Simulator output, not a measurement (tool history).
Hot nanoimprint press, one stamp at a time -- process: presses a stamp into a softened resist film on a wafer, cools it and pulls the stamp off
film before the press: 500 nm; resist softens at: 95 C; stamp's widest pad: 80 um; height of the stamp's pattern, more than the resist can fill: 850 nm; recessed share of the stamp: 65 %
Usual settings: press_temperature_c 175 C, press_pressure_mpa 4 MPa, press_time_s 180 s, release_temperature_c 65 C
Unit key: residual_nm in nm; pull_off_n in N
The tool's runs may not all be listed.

Run 1, day 0: usual settings. Result: residual_nm 215.3 nm, pull_off_n 130 N.
Run 2, day 0.646: usual settings. Result: residual_nm 215 nm, pull_off_n 132 N.
Run 3, day 1.338: usual settings. Result: residual_nm 212.2 nm, pull_off_n 133 N.
Run 4, day 2.017: usual settings. Result: residual_nm 216.8 nm, pull_off_n 134 N.
Run 5, day 2.862: usual settings. Result: residual_nm 216 nm, pull_off_n 130 N.
At day 3.892: stamp cleaned and given a new release coat.
Run 6, day 3.892: usual settings but release_temperature_c 58 C. Result: residual_nm 217.9 nm, pull_off_n 155 N.
Run 7, day 4.592: usual settings but press_time_s 92 s, release_temperature_c 58 C. Result: residual_nm 267.6 nm, pull_off_n 156 N.
Run 8, day 5.212: usual settings but press_time_s 92 s, release_temperature_c 58 C. Result: residual_nm 269.4 nm, pull_off_n 159 N.
Run 9, day 5.742: usual settings but press_time_s 92 s, release_temperature_c 58 C. Result: residual_nm 268.5 nm, pull_off_n 156 N.
Run 10, day 6.375: usual settings but press_time_s 92 s, release_temperature_c 58 C. Result: residual_nm 268.3 nm, pull_off_n 156 N.
Run 11, day 6.921: usual settings but press_time_s 92 s, release_temperature_c 58 C. Result: residual_nm 268.1 nm, pull_off_n 152 N.
Run 12, day 7.592: usual settings but press_time_s 92 s, release_temperature_c 58 C. Result: residual_nm 269 nm, pull_off_n 156 N.
Run 13, day 8.221: usual settings but press_time_s 92 s, release_temperature_c 58 C. Result: residual_nm 270.5 nm, pull_off_n 155 N.
Run 14, day 8.904: usual settings but press_temperature_c 187 C, press_time_s 92 s, release_temperature_c 58 C. Result: residual_nm 194.9 nm, pull_off_n 156 N.
Run 15, day 9.679: usual settings. Result: residual_nm 216.2 nm, pull_off_n 128 N.
Run 16, day 10.367: usual settings but press_pressure_mpa 3.84 MPa, press_time_s 96 s. Result: residual_nm 269.5 nm, pull_off_n 135 N.
Run 17, day 10.933: usual settings but press_temperature_c 171 C. Result: residual_nm 240.3 nm, pull_off_n 135 N.
Run 18, day 11.554: usual settings but press_temperature_c 165 C, press_pressure_mpa 4.74 MPa. Result: residual_nm 268.3 nm, pull_off_n 128 N.
Run 19, day 12.142: usual settings but release_temperature_c 61 C. Result: residual_nm 216.9 nm, pull_off_n 143 N.
Run 20, day 12.817: usual settings but press_temperature_c 185 C, press_time_s 111 s. Result: residual_nm 194 nm, pull_off_n 131 N.
Run 21, day 13.367: usual settings but press_temperature_c 185 C, press_time_s 111 s. Result: residual_nm 194.8 nm, pull_off_n 130 N.
Run 22, day 14.129: usual settings but press_temperature_c 169 C, press_time_s 111 s, release_temperature_c 56 C. Result: residual_nm 295.5 nm, pull_off_n 164 N.
Run 23, day 14.529: usual settings but press_time_s 140 s, release_temperature_c 54 C. Result: residual_nm 237.7 nm, pull_off_n 166 N.
Run 24, day 15.321: usual settings but press_temperature_c 172 C, press_pressure_mpa 2.7 MPa, press_time_s 92 s, release_temperature_c 70 C. Result: residual_nm 343.5 nm, pull_off_n 114 N.
At day 16: plate thermocouple calibrated.
Run 25, day 16.062: usual settings but press_temperature_c 182 C, press_pressure_mpa 3.88 MPa, release_temperature_c 53 C. Result: residual_nm 178.2 nm, pull_off_n 168 N.
Run 26, day 16.717: usual settings but press_temperature_c 182 C, press_pressure_mpa 3.88 MPa, release_temperature_c 53 C. Result: residual_nm 181.1 nm, pull_off_n 173 N.
Run 27, day 17.554: usual settings but press_temperature_c 182 C, press_pressure_mpa 3.88 MPa, release_temperature_c 56 C. Result: residual_nm 179.8 nm, pull_off_n 162 N.
Run 28, day 18.204: usual settings but press_pressure_mpa 5.86 MPa, release_temperature_c 63 C. Result: residual_nm 176 nm, pull_off_n 144 N.
Run 29, day 18.746: usual settings but press_time_s 118 s. Result: residual_nm 247.8 nm, pull_off_n 128 N.

5 ways to go on from here, each from the tool as it stands after run 29. What would each give?
Run A, day 19.417: usual settings but press_temperature_c 182 C, press_time_s 159 s, release_temperature_c 54 C. Result: residual_nm ?, pull_off_n ?.
Run B, day 19.417: usual settings but press_pressure_mpa 4.31 MPa, press_time_s 92 s. Result: residual_nm ?, pull_off_n ?.
Run C, day 19.417: usual settings but press_time_s 99 s. Result: residual_nm ?, pull_off_n ?.
Run D, day 19.417: usual settings but press_temperature_c 174 C, press_time_s 279 s. Result: residual_nm ?, pull_off_n ?.
Run E, day 19.417: usual settings but press_temperature_c 167 C, press_time_s 100 s. Result: residual_nm ?, pull_off_n ?.

run  residual_nm  pull_off_n
  A        186.5         171
  B        254.7         133
  C        259.7         133
  D        191.4         137
  E        319.6         131
With no hidden state in the tool, these same runs would have given:
run  residual_nm  pull_off_n
  A        186.4         169
  B        254.5         132
  C        259.5         132
  D        191.2         136
  E        319.4         130

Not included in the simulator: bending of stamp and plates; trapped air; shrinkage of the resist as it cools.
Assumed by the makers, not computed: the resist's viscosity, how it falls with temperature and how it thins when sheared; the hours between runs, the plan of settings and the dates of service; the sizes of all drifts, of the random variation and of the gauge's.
